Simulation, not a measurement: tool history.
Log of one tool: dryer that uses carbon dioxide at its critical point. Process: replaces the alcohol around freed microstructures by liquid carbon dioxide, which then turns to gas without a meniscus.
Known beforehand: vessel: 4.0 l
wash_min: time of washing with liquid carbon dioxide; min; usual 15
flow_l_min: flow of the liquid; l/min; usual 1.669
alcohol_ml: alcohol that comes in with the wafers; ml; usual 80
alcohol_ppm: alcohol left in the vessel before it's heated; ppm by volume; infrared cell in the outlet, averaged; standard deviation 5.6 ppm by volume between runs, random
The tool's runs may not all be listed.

{"run": 1, "hour": 0.0, "wash_min": 15, "flow_l_min": 1.669, "alcohol_ml": 80, "alcohol_ppm": 406}
{"run": 2, "hour": 11.1, "wash_min": 15, "flow_l_min": 1.669, "alcohol_ml": 80, "alcohol_ppm": 404}
{"run": 3, "hour": 21.3, "wash_min": 15, "flow_l_min": 1.669, "alcohol_ml": 80, "alcohol_ppm": 412}
{"run": 4, "hour": 36.0, "wash_min": 15, "flow_l_min": 1.669, "alcohol_ml": 80, "alcohol_ppm": 191}
{"run": 5, "hour": 46.9, "wash_min": 15, "flow_l_min": 1.669, "alcohol_ml": 80, "alcohol_ppm": 201}
{"run": 6, "hour": 57.6, "wash_min": 15, "flow_l_min": 1.669, "alcohol_ml": 80, "alcohol_ppm": 204}
{"run": 7, "hour": 64.7, "wash_min": 15, "flow_l_min": 1.669, "alcohol_ml": 80, "alcohol_ppm": 202}
{"run": 8, "hour": 73.2, "wash_min": 17, "flow_l_min": 1.669, "alcohol_ml": 80, "alcohol_ppm": 125}
{"run": 9, "hour": 89.1, "wash_min": 17, "flow_l_min": 1.669, "alcohol_ml": 72, "alcohol_ppm": 120}
{"run": 10, "hour": 96.3, "wash_min": 17, "flow_l_min": 1.669, "alcohol_ml": 72, "alcohol_ppm": 132}
{"run": 11, "hour": 105.8, "wash_min": 17, "flow_l_min": 1.669, "alcohol_ml": 72, "alcohol_ppm": 110}
{"run": 12, "hour": 112.5, "wash_min": 17, "flow_l_min": 1.669, "alcohol_ml": 72, "alcohol_ppm": 112}
{"run": 13, "hour": 126.3, "wash_min": 17, "flow_l_min": 1.669, "alcohol_ml": 117, "alcohol_ppm": 176}
{"run": 14, "hour": 142.0, "wash_min": 17, "flow_l_min": 1.669, "alcohol_ml": 117, "alcohol_ppm": 165}
{"run": 15, "hour": 153.2, "wash_min": 17, "flow_l_min": 1.669, "alcohol_ml": 117, "alcohol_ppm": 176}
{"run": 16, "hour": 168.4, "wash_min": 11, "flow_l_min": 1.669, "alcohol_ml": 24, "alcohol_ppm": 222}
{"run": 17, "hour": 177.7, "wash_min": 15, "flow_l_min": 2.03, "alcohol_ml": 36, "alcohol_ppm": 66}
{"run": 18, "hour": 191.7, "wash_min": 15, "flow_l_min": 2.03, "alcohol_ml": 36, "alcohol_ppm": 63}
{"run": 19, "hour": 202.5, "wash_min": 15, "flow_l_min": 2.03, "alcohol_ml": 36, "alcohol_ppm": 73}

Taken out of this log: 1 entry between the listed runs. Where each belongs, and how the hidden state differs across it:
From run 3 to run 4: inlet filter changed (hour 25.3)
  flow that reaches the vessel past the clogged filter, %: 82.3 -> 99.6; alcohol in the recycled carbon dioxide, ppm: 30.5 -> 31.2
  the result without the hidden state subtracted from the measured one, alcohol_ppm: +241 -> +30 ppm by volume
